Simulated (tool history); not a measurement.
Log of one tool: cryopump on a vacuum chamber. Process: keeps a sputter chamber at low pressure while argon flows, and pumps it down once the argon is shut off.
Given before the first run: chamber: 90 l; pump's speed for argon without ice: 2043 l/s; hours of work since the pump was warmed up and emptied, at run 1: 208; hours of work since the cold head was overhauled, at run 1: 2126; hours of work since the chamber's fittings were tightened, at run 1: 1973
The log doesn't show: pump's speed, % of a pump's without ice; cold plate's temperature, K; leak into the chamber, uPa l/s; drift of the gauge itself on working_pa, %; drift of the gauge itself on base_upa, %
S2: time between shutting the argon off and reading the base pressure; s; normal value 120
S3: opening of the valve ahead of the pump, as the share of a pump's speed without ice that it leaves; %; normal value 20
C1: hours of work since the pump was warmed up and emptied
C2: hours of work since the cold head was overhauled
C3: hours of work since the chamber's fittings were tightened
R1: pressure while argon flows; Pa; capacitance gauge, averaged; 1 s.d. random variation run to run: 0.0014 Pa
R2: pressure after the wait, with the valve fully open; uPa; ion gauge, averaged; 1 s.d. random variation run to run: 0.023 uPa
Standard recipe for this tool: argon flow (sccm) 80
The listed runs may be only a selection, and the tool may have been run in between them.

run 1 hour=0 | argon_flow_(sccm)=80 S2=120 S3=20 | C1=208 C2=2126 C3=1973 | R1=0.3361 R2=1
run 2 hour=62.5 | argon_flow_(sccm)=80 S2=120 S3=20 | C1=255 C2=2172 C3=2020 | R1=0.334 R2=1.01
run 3 hour=112.9 | argon_flow_(sccm)=80 S2=35 S3=20 | C1=292 C2=2210 C3=2057 | R1=0.334 R2=2.33
run 4 hour=161.1 | argon_flow_(sccm)=80 S2=35 S3=20 | C1=328 C2=2246 C3=2093 | R1=0.3343 R2=2.32
run 5 hour=212.9 | argon_flow_(sccm)=80 S2=35 S3=20 | C1=366 C2=2284 C3=2131 | R1=0.3386 R2=2.43
run 6 hour=276.6 | argon_flow_(sccm)=80 S2=35 S3=20 | C1=414 C2=2331 C3=2179 | R1=0.3355 R2=2.4
run 7 hour=343.7 | argon_flow_(sccm)=80 S2=28 S3=20 | C1=464 C2=2381 C3=2229 | R1=0.3384 R2=2.93
run 8 hour=413.3 | argon_flow_(sccm)=37 S2=292 S3=47 | C1=515 C2=2433 C3=2280 | R1=0.0688 R2=0.74
run 9 hour=444 | argon_flow_(sccm)=45 S2=242 S3=56 | C1=538 C2=2456 C3=2303 | R1=0.0716 R2=0.79
run 10 hour=483.5 | argon_flow_(sccm)=47 S2=137 S3=41 | C1=567 C2=2485 C3=2332 | R1=0.1004 R2=0.96
run 11 hour=520.4 | argon_flow_(sccm)=119 S2=137 S3=55 | C1=595 C2=2513 C3=2360 | R1=0.1922 R2=1.02

Consider 5 possible next runs. They are alternatives, not a sequence: every one starts from the tool as it was left by run 11. What does each give?
run A hour=575.3 | argon_flow_(sccm)=119 S2=231 S3=55 | C1=636 C2=2553 C3=2401 | R1=? R2=?
run B hour=575.3 | argon_flow_(sccm)=151 S2=182 S3=60 | C1=636 C2=2553 C3=2401 | R1=? R2=?
run C hour=575.3 | argon_flow_(sccm)=41 S2=32 S3=19 | C1=636 C2=2553 C3=2401 | R1=? R2=?
run D hour=575.3 | argon_flow_(sccm)=141 S2=157 S3=28 | C1=636 C2=2553 C3=2401 | R1=? R2=?
run E hour=575.3 | argon_flow_(sccm)=60 S2=129 S3=26 | C1=636 C2=2553 C3=2401 | R1=? R2=?

run=A R1=0.1933 R2=0.84
run=B R1=0.2279 R2=0.86
run=C R1=0.1841 R2=2.67
run=D R1=0.4364 R2=0.95
run=E R1=0.1999 R2=1.07
Stripped of hidden state, with their random variation kept, the same runs would have yielded:
run=A R1=0.1779 R2=0.46
run=B R1=0.2084 R2=0.49
run=C R1=0.1788 R2=2.29
run=D R1=0.4181 R2=0.57
run=E R1=0.1921 R2=0.69

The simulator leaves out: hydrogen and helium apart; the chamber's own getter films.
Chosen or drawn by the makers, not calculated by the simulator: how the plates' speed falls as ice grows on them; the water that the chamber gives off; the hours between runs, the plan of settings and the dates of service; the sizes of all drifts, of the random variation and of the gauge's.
